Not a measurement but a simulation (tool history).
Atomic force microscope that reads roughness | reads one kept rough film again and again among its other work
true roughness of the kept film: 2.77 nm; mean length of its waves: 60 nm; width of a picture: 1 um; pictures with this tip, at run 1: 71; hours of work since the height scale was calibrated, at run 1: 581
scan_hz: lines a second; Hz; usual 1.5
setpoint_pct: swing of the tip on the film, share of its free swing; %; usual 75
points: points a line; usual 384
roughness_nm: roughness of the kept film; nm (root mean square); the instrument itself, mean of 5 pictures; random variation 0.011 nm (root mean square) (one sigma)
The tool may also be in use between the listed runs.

run,hour,scan_hz,setpoint_pct,points,pictures with this tip,hours of work since the height scale was calibrated,roughness_nm
1,0,1.5,75,384,71,581,2.316
# hour 4.1: new tip fitted
2,32.9,1.5,75,772,39,596,2.399
# hour 62.3: new tip fitted
3,71.9,1.5,75,772,13,614,2.493
4,104.9,1.5,75,772,57,629,2.386
# hour 120.3: new tip fitted
5,136.3,1.5,75,772,22,643,2.478
6,166.5,1.5,75,384,63,657,2.359
# hour 179.3: new tip fitted
7,188.1,1.5,75,384,12,667,2.501
8,214.5,0.98,75,384,48,679,2.446
# hour 236.2: new tip fitted
9,241.4,0.98,68,384,7,691,2.604
10,257.3,0.98,68,384,29,699,2.537
11,276,1.5,87,384,54,707,2.254
# hour 294.5: new tip fitted
12,305.9,1.5,87,384,16,721,2.378
13,339.5,1.5,87,384,61,736,2.264
# hour 351.2: new tip fitted
14,358.6,3.13,75,384,10,745,2.356
15,376.3,1.5,60,384,34,753,2.525
16,401.4,1.5,60,282,68,764,2.43
# hour 405.5: height scale calibrated on a step standard
# hour 411.7: new tip fitted
17,440.1,1.94,75,384,39,16,2.375
18,462.9,1.5,75,384,70,26,2.337
# hour 469.7: new tip fitted
# hour 499.5: height scale calibrated on a step standard, once more
19,499.5,1.5,75,384,39,0,2.387
# hour 529.8: new tip fitted
20,534.1,0.93,63,408,6,16,2.605
21,569.9,0.96,63,503,54,32,2.45
# hour 588.6: new tip fitted
22,589.8,1.25,76,384,2,41,2.509
23,615.5,1.52,75,565,37,53,2.395
24,642.9,1.52,75,565,74,66,2.3
# hour 645.3: new tip fitted
25,669.1,1.52,75,565,32,78,2.412
26,695.3,1.42,70,553,68,90,2.35
# hour 702.6: new tip fitted
27,721,1.42,70,553,25,101,2.49
28,738.4,1.42,64,887,48,109,2.475
29,757.2,0.73,64,887,73,118,2.424
# hour 760.3: new tip fitted
30,774.2,2.84,79,345,19,125,2.281
31,797.1,0.54,75,340,49,136,2.48
32,816.3,1.5,59,384,75,145,2.396
# hour 818.6: new tip fitted
33,841.3,1.88,59,293,30,156,2.5
# hour 877.1: new tip fitted
34,879.6,3.08,70,997,3,174,2.431
35,899.7,1.2,70,997,30,183,2.476
36,917.2,1.5,75,341,54,191,2.34
# hour 935.5: new tip fitted
37,949.7,1.5,75,341,19,206,2.451

Hidden state or all else? Some run-to-run changes of roughness_nm, split into what the settings, what came in and random variation would give without the hidden state, and what is left for the hidden state (with any gauge scatter that isn't in both results):
The hidden state here: radius of the tip, nm; height scale over the true one, %; drift of the gauge itself on roughness_nm, %.
Run 6 -> 7: new tip fitted. roughness_nm +0.142 nm (root mean square): hidden state +0.135, all else +0.007.
Run 10 -> 11: scan_hz 0.98 -> 1.5, setpoint_pct 68 -> 87. roughness_nm -0.283 nm (root mean square): hidden state -0.062, all else -0.221.
Run 19 -> 20: scan_hz 1.5 -> 0.93, setpoint_pct 75 -> 63, points 384 -> 408, new tip fitted. roughness_nm +0.218 nm (root mean square): hidden state +0.083, all else +0.135.
Run 21 -> 22: scan_hz 0.96 -> 1.25, setpoint_pct 63 -> 76, points 503 -> 384, new tip fitted. roughness_nm +0.059 nm (root mean square): hidden state +0.157, all else -0.098.
Run 29 -> 30: scan_hz 0.73 -> 2.84, setpoint_pct 64 -> 79, points 887 -> 345, new tip fitted. roughness_nm -0.143 nm (root mean square): hidden state +0.162, all else -0.305.
Run 30 -> 31: scan_hz 2.84 -> 0.54, setpoint_pct 79 -> 75, points 345 -> 340. roughness_nm +0.199 nm (root mean square): hidden state -0.093, all else +0.292.

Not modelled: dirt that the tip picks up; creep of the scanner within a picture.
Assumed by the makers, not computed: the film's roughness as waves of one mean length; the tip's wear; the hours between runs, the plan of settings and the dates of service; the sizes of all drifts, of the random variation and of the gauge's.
